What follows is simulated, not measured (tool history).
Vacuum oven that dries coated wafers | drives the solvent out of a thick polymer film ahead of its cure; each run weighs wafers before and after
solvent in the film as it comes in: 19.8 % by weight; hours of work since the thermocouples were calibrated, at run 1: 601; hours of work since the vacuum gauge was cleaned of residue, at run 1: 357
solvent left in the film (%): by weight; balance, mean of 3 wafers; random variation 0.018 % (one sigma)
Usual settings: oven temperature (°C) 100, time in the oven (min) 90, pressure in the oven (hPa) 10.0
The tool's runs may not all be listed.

run	hour	oven temperature (°C)	time in the oven (min)	pressure in the oven (hPa)	hours of work since the thermocouples were calibrated	hours of work since the vacuum gauge was cleaned of residue	solvent left in the film (%)
1	0.0	100	90	10.0	601	357	1.14
2	28.7	106	90	10.0	615	370	0.49
3	49.4	106	90	10.0	624	380	0.49
4	66.0	106	90	10.0	632	388	0.48
5	91.5	100	90	10.0	644	400	1.17
6	124.6	100	90	10.0	660	416	1.18
7	144.7	100	90	10.0	669	425	1.20
8	166.1	100	90	10.0	679	435	1.17
9	198.8	100	90	10.0	695	451	1.20
# hour 203.6: oven's thermocouples calibrated
10	234.1	100	72	10.0	14	466	1.96
11	258.8	100	72	10.0	26	478	1.96
# hour 292.4: oven's thermocouples calibrated, once more
12	295.5	92	90	10.0	1	494	2.85
13	313.0	99	90	26.9	10	502	1.56
14	334.8	86	102	13.2	20	513	4.39
15	365.3	91	65	10.0	34	527	4.97
16	398.4	110	58	10.0	50	543	0.66
17	415.6	98	117	10.0	58	551	0.77
18	433.0	100	90	13.6	66	559	1.13
19	451.3	93	48	11.5	75	568	5.99
20	483.4	93	48	11.5	90	583	6.03
21	499.7	100	82	5.1	98	590	1.21
22	525.2	115	118	10.4	110	602	0.11
23	544.5	115	118	10.4	119	612	0.16

3 ways to go on from here, each from the tool as it stands after run 23. What would each give?
A	567.9	115	100	9.3	130	623	?
B	567.9	111	63	10.0	130	623	?
C	567.9	112	118	6.6	130	623	?

run	solvent left in the film (%)
A	0.14
B	0.50
C	0.09
Without the tool's hidden state the same runs would have given:
run	solvent left in the film (%)
A	0.13
B	0.46
C	0.07
